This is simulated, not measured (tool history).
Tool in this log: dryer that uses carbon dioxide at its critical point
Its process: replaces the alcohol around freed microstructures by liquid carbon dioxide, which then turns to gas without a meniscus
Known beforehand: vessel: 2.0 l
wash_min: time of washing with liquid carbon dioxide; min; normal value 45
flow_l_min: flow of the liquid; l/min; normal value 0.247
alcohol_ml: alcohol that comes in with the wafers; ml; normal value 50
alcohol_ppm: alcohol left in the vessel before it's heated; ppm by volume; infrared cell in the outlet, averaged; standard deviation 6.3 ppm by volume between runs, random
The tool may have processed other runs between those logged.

{"run": 1, "hour": 0.0, "wash_min": 45, "flow_l_min": 0.247, "alcohol_ml": 50, "alcohol_ppm": 308}
{"run": 2, "hour": 30.2, "wash_min": 45, "flow_l_min": 0.247, "alcohol_ml": 50, "alcohol_ppm": 306}
{"run": 3, "hour": 58.2, "wash_min": 45, "flow_l_min": 0.247, "alcohol_ml": 50, "alcohol_ppm": 319}
{"run": 4, "hour": 74.5, "wash_min": 45, "flow_l_min": 0.247, "alcohol_ml": 50, "alcohol_ppm": 334}
{"run": 5, "hour": 109.2, "wash_min": 45, "flow_l_min": 0.247, "alcohol_ml": 50, "alcohol_ppm": 349}
{"run": 6, "hour": 133.2, "wash_min": 45, "flow_l_min": 0.247, "alcohol_ml": 50, "alcohol_ppm": 345}
{"run": 7, "hour": 153.2, "wash_min": 45, "flow_l_min": 0.247, "alcohol_ml": 25, "alcohol_ppm": 218}
{"run": 8, "hour": 178.5, "wash_min": 45, "flow_l_min": 0.247, "alcohol_ml": 25, "alcohol_ppm": 218}
{"run": 9, "hour": 198.2, "wash_min": 45, "flow_l_min": 0.247, "alcohol_ml": 25, "alcohol_ppm": 220}
{"run": 10, "hour": 225.5, "wash_min": 45, "flow_l_min": 0.247, "alcohol_ml": 50, "alcohol_ppm": 397}
{"run": 11, "hour": 250.0, "wash_min": 45, "flow_l_min": 0.247, "alcohol_ml": 50, "alcohol_ppm": 380}
{"run": 12, "hour": 269.8, "wash_min": 45, "flow_l_min": 0.247, "alcohol_ml": 50, "alcohol_ppm": 380}
{"run": 13, "hour": 302.7, "wash_min": 45, "flow_l_min": 0.247, "alcohol_ml": 50, "alcohol_ppm": 407}
{"run": 14, "hour": 322.4, "wash_min": 45, "flow_l_min": 0.247, "alcohol_ml": 42, "alcohol_ppm": 359}
{"run": 15, "hour": 350.5, "wash_min": 45, "flow_l_min": 0.199, "alcohol_ml": 42, "alcohol_ppm": 711}
{"run": 16, "hour": 379.2, "wash_min": 45, "flow_l_min": 0.199, "alcohol_ml": 42, "alcohol_ppm": 750}
{"run": 17, "hour": 406.6, "wash_min": 45, "flow_l_min": 0.199, "alcohol_ml": 70, "alcohol_ppm": 1213}
{"run": 18, "hour": 425.9, "wash_min": 45, "flow_l_min": 0.199, "alcohol_ml": 70, "alcohol_ppm": 1188}
{"run": 19, "hour": 444.1, "wash_min": 45, "flow_l_min": 0.199, "alcohol_ml": 70, "alcohol_ppm": 1257}
{"run": 20, "hour": 467.7, "wash_min": 45, "flow_l_min": 0.199, "alcohol_ml": 70, "alcohol_ppm": 1231}
{"run": 21, "hour": 499.3, "wash_min": 45, "flow_l_min": 0.199, "alcohol_ml": 70, "alcohol_ppm": 1289}
{"run": 22, "hour": 528.8, "wash_min": 45, "flow_l_min": 0.247, "alcohol_ml": 50, "alcohol_ppm": 496}
{"run": 23, "hour": 562.5, "wash_min": 45, "flow_l_min": 0.247, "alcohol_ml": 50, "alcohol_ppm": 493}
{"run": 24, "hour": 584.2, "wash_min": 45, "flow_l_min": 0.247, "alcohol_ml": 50, "alcohol_ppm": 527}
{"hour": 600.7, "done": "inlet filter changed"}
{"run": 25, "hour": 615.2, "wash_min": 45, "flow_l_min": 0.247, "alcohol_ml": 50, "alcohol_ppm": 339}
{"run": 26, "hour": 637.1, "wash_min": 45, "flow_l_min": 0.247, "alcohol_ml": 50, "alcohol_ppm": 346}
{"run": 27, "hour": 667.3, "wash_min": 66, "flow_l_min": 0.247, "alcohol_ml": 34, "alcohol_ppm": 114}
{"run": 28, "hour": 690.0, "wash_min": 66, "flow_l_min": 0.25, "alcohol_ml": 39, "alcohol_ppm": 131}
{"run": 29, "hour": 721.2, "wash_min": 66, "flow_l_min": 0.25, "alcohol_ml": 39, "alcohol_ppm": 125}
{"run": 30, "hour": 754.4, "wash_min": 66, "flow_l_min": 0.25, "alcohol_ml": 39, "alcohol_ppm": 128}
{"run": 31, "hour": 777.9, "wash_min": 53, "flow_l_min": 0.25, "alcohol_ml": 51, "alcohol_ppm": 238}
{"run": 32, "hour": 794.1, "wash_min": 71, "flow_l_min": 0.332, "alcohol_ml": 94, "alcohol_ppm": 98}
{"run": 33, "hour": 825.0, "wash_min": 71, "flow_l_min": 0.332, "alcohol_ml": 94, "alcohol_ppm": 121}
{"run": 34, "hour": 846.8, "wash_min": 35, "flow_l_min": 0.188, "alcohol_ml": 94, "alcohol_ppm": 3552}
{"run": 35, "hour": 879.0, "wash_min": 35, "flow_l_min": 0.188, "alcohol_ml": 94, "alcohol_ppm": 3596}
{"run": 36, "hour": 909.8, "wash_min": 28, "flow_l_min": 0.247, "alcohol_ml": 50, "alcohol_ppm": 1801}
{"run": 37, "hour": 933.8, "wash_min": 60, "flow_l_min": 0.207, "alcohol_ml": 103, "alcohol_ppm": 506}
{"run": 38, "hour": 969.4, "wash_min": 33, "flow_l_min": 0.199, "alcohol_ml": 40, "alcohol_ppm": 1644}
{"run": 39, "hour": 990.4, "wash_min": 33, "flow_l_min": 0.209, "alcohol_ml": 61, "alcohol_ppm": 2204}
{"run": 40, "hour": 1022.3, "wash_min": 40, "flow_l_min": 0.247, "alcohol_ml": 31, "alcohol_ppm": 465}
{"run": 41, "hour": 1039.9, "wash_min": 40, "flow_l_min": 0.247, "alcohol_ml": 31, "alcohol_ppm": 483}
{"run": 42, "hour": 1057.0, "wash_min": 32, "flow_l_min": 0.292, "alcohol_ml": 59, "alcohol_ppm": 988}
{"run": 43, "hour": 1086.5, "wash_min": 32, "flow_l_min": 0.292, "alcohol_ml": 59, "alcohol_ppm": 1023}
{"run": 44, "hour": 1118.1, "wash_min": 62, "flow_l_min": 0.292, "alcohol_ml": 113, "alcohol_ppm": 187}
{"run": 45, "hour": 1144.9, "wash_min": 45, "flow_l_min": 0.157, "alcohol_ml": 50, "alcohol_ppm": 1826}
{"hour": 1172.8, "done": "purifier's bed changed"}
{"run": 46, "hour": 1172.8, "wash_min": 67, "flow_l_min": 0.413, "alcohol_ml": 27, "alcohol_ppm": 10}

Each row is a separate what-if for the run after 46, all from the same tool condition, not one after another. Results?
{"run": "A", "hour": 1187.4, "wash_min": 45, "flow_l_min": 0.268, "alcohol_ml": 35, "alcohol_ppm": "?"}
{"run": "B", "hour": 1187.4, "wash_min": 28, "flow_l_min": 0.251, "alcohol_ml": 27, "alcohol_ppm": "?"}
{"run": "C", "hour": 1187.4, "wash_min": 45, "flow_l_min": 0.333, "alcohol_ml": 50, "alcohol_ppm": "?"}

run=A alcohol_ppm=203
run=B alcohol_ppm=991
run=C alcohol_ppm=112
Without the tool's unlogged condition, the same runs would have read:
run=A alcohol_ppm=115
run=B alcohol_ppm=718
run=C alcohol_ppm=60

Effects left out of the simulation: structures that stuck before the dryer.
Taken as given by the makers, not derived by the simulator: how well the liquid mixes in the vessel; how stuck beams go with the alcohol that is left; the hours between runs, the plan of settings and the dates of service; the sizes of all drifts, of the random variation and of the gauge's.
